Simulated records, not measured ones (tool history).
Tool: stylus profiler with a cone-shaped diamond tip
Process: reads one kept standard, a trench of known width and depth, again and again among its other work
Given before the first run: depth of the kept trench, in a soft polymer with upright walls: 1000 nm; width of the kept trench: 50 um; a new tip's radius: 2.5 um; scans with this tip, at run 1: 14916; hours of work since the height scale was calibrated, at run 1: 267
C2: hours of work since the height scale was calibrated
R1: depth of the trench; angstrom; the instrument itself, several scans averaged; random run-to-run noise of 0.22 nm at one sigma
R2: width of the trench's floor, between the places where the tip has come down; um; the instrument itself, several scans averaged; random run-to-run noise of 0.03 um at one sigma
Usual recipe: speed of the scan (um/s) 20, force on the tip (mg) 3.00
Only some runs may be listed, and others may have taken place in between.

{"run": 1, "day": 0.0, "speed of the scan (um/s)": 20, "force on the tip (mg)": 3.0, "scans with this tip": 14916, "C2": 267, "R1": 10084.1, "R2": 44.78}
{"run": 2, "day": 2.05, "speed of the scan (um/s)": 20, "force on the tip (mg)": 1.12, "scans with this tip": 15292, "C2": 305, "R1": 10042.9, "R2": 44.75}
{"run": 3, "day": 3.696, "speed of the scan (um/s)": 20, "force on the tip (mg)": 1.12, "scans with this tip": 15594, "C2": 335, "R1": 10038.9, "R2": 44.79}
{"run": 4, "day": 5.538, "speed of the scan (um/s)": 20, "force on the tip (mg)": 1.12, "scans with this tip": 15932, "C2": 369, "R1": 10033.8, "R2": 44.72}
{"run": 5, "day": 7.642, "speed of the scan (um/s)": 20, "force on the tip (mg)": 1.12, "scans with this tip": 16319, "C2": 408, "R1": 10036.7, "R2": 44.66}
{"run": 6, "day": 9.412, "speed of the scan (um/s)": 20, "force on the tip (mg)": 1.12, "scans with this tip": 16644, "C2": 441, "R1": 10033.5, "R2": 44.65}
{"run": 7, "day": 11.642, "speed of the scan (um/s)": 49, "force on the tip (mg)": 1.64, "scans with this tip": 17053, "C2": 482, "R1": 10049.1, "R2": 44.51}
{"run": 8, "day": 14.267, "speed of the scan (um/s)": 6, "force on the tip (mg)": 1.41, "scans with this tip": 17535, "C2": 531, "R1": 10038.8, "R2": 44.66}
{"run": 9, "day": 16.471, "speed of the scan (um/s)": 12, "force on the tip (mg)": 3.0, "scans with this tip": 17939, "C2": 572, "R1": 10073.6, "R2": 44.67}
{"run": 10, "day": 19.079, "speed of the scan (um/s)": 58, "force on the tip (mg)": 3.0, "scans with this tip": 18419, "C2": 620, "R1": 10074.3, "R2": 44.48}
{"run": 11, "day": 20.525, "speed of the scan (um/s)": 12, "force on the tip (mg)": 1.23, "scans with this tip": 18684, "C2": 647, "R1": 10035.3, "R2": 44.59}

Each row is a separate what-if for the run after 11, all from the same tool condition, not one after another. Results?
{"run": "A", "day": 23.271, "speed of the scan (um/s)": 27, "force on the tip (mg)": 3.0, "scans with this tip": 19188, "C2": 698, "R1": "?", "R2": "?"}
{"run": "B", "day": 23.271, "speed of the scan (um/s)": 7, "force on the tip (mg)": 1.23, "scans with this tip": 19188, "C2": 698, "R1": "?", "R2": "?"}
{"run": "C", "day": 23.271, "speed of the scan (um/s)": 64, "force on the tip (mg)": 4.15, "scans with this tip": 19188, "C2": 698, "R1": "?", "R2": "?"}
{"run": "D", "day": 23.271, "speed of the scan (um/s)": 6, "force on the tip (mg)": 2.38, "scans with this tip": 19188, "C2": 698, "R1": "?", "R2": "?"}
{"run": "E", "day": 23.271, "speed of the scan (um/s)": 22, "force on the tip (mg)": 3.34, "scans with this tip": 19188, "C2": 698, "R1": "?", "R2": "?"}

run=A R1=10070.9 R2=44.55
run=B R1=10027.1 R2=44.59
run=C R1=10092.3 R2=44.43
run=D R1=10056.2 R2=44.61
run=E R1=10074.1 R2=44.59
The same runs, with their run-to-run variation unchanged, on a tool lacking any hidden condition would have given:
run=A R1=10092.0 R2=45.92
run=B R1=10048.1 R2=45.95
run=C R1=10113.4 R2=45.79
run=D R1=10077.2 R2=45.98
run=E R1=10095.2 R2=45.95
